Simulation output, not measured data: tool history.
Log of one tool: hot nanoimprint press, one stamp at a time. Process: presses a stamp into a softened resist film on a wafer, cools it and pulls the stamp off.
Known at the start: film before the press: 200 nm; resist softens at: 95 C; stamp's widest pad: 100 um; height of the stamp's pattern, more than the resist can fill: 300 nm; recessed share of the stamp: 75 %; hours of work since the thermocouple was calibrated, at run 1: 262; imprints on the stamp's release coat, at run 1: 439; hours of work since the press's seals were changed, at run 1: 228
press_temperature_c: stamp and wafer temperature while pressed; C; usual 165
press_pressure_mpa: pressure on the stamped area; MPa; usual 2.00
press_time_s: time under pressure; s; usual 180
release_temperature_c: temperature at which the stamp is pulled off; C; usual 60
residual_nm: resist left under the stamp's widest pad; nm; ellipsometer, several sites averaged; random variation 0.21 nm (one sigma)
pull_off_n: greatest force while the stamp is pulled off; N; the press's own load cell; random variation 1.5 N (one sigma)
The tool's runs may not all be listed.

| run | hour | press_temperature_c | press_pressure_mpa | press_time_s | release_temperature_c | hours of work since the thermocouple was calibrated | imprints on the stamp's release coat | hours of work since the press's seals were changed | residual_nm | pull_off_n |
|---|---|---|---|---|---|---|---|---|---|---|
| 1 | 0.0 | 165 | 2.00 | 180 | 60 | 262 | 439 | 228 | 81.6 | 178 |
| 2 | 19.7 | 165 | 2.00 | 180 | 60 | 270 | 489 | 236 | 81.2 | 179 |
| 3 | 44.2 | 165 | 2.00 | 180 | 67 | 281 | 551 | 247 | 80.8 | 154 |
| 4 | 61.3 | 165 | 2.00 | 180 | 67 | 288 | 595 | 254 | 81.1 | 152 |
| 5 | 74.6 | 165 | 2.00 | 180 | 67 | 294 | 628 | 260 | 81.4 | 156 |
|  | 91.3 | stamp cleaned and given a new release coat |
| 6 | 101.9 | 165 | 2.00 | 180 | 67 | 303 | 27 | 269 | 81.4 | 155 |
| 7 | 114.8 | 165 | 2.00 | 119 | 67 | 309 | 59 | 275 | 93.8 | 154 |
| 8 | 137.8 | 165 | 2.00 | 119 | 67 | 318 | 118 | 285 | 93.9 | 154 |
| 9 | 155.3 | 165 | 2.00 | 231 | 60 | 326 | 162 | 292 | 74.2 | 179 |
| 10 | 179.1 | 165 | 3.14 | 180 | 60 | 336 | 222 | 302 | 62.9 | 180 |
| 11 | 197.7 | 165 | 1.62 | 96 | 57 | 344 | 270 | 310 | 111.9 | 189 |
| 12 | 214.4 | 165 | 1.62 | 96 | 57 | 351 | 312 | 318 | 111.3 | 190 |
| 13 | 230.6 | 165 | 1.62 | 96 | 57 | 358 | 353 | 325 | 111.0 | 192 |
| 14 | 252.8 | 165 | 2.93 | 92 | 60 | 368 | 409 | 334 | 83.7 | 181 |
|  | 259.7 | plate thermocouple calibrated |
| 15 | 278.0 | 165 | 2.55 | 180 | 55 | 8 | 466 | 344 | 70.9 | 197 |
| 16 | 297.8 | 165 | 1.43 | 180 | 49 | 16 | 516 | 352 | 97.6 | 217 |
| 17 | 318.4 | 165 | 1.43 | 180 | 49 | 25 | 568 | 361 | 97.6 | 217 |
| 18 | 345.2 | 166 | 1.99 | 127 | 60 | 37 | 636 | 373 | 88.0 | 181 |
|  | 358.2 | stamp cleaned and given a new release coat |
| 19 | 376.1 | 166 | 1.99 | 127 | 60 | 48 | 45 | 383 | 87.9 | 178 |
| 20 | 390.2 | 171 | 2.41 | 103 | 60 | 54 | 81 | 389 | 68.2 | 181 |

Forecast each of these 5 alternatives for the next run:
| A | 412.2 | 166 | 1.81 | 103 | 62 | 63 | 137 | 399 | ? | ? |
| B | 412.2 | 169 | 1.62 | 103 | 60 | 63 | 137 | 399 | ? | ? |
| C | 412.2 | 171 | 1.60 | 103 | 60 | 63 | 137 | 399 | ? | ? |
| D | 412.2 | 169 | 2.48 | 180 | 50 | 63 | 137 | 399 | ? | ? |
| E | 412.2 | 175 | 2.00 | 180 | 52 | 63 | 137 | 399 | ? | ? |

| run | residual_nm | pull_off_n |
|---|---|---|
| A | 99.4 | 169 |
| B | 92.9 | 179 |
| C | 85.6 | 177 |
| D | 59.6 | 212 |
| E | 51.8 | 209 |
Without the tool's hidden state the same runs would have given:
| run | residual_nm | pull_off_n |
|---|---|---|
| A | 99.3 | 169 |
| B | 92.8 | 179 |
| C | 85.6 | 177 |
| D | 59.6 | 212 |
| E | 51.7 | 209 |
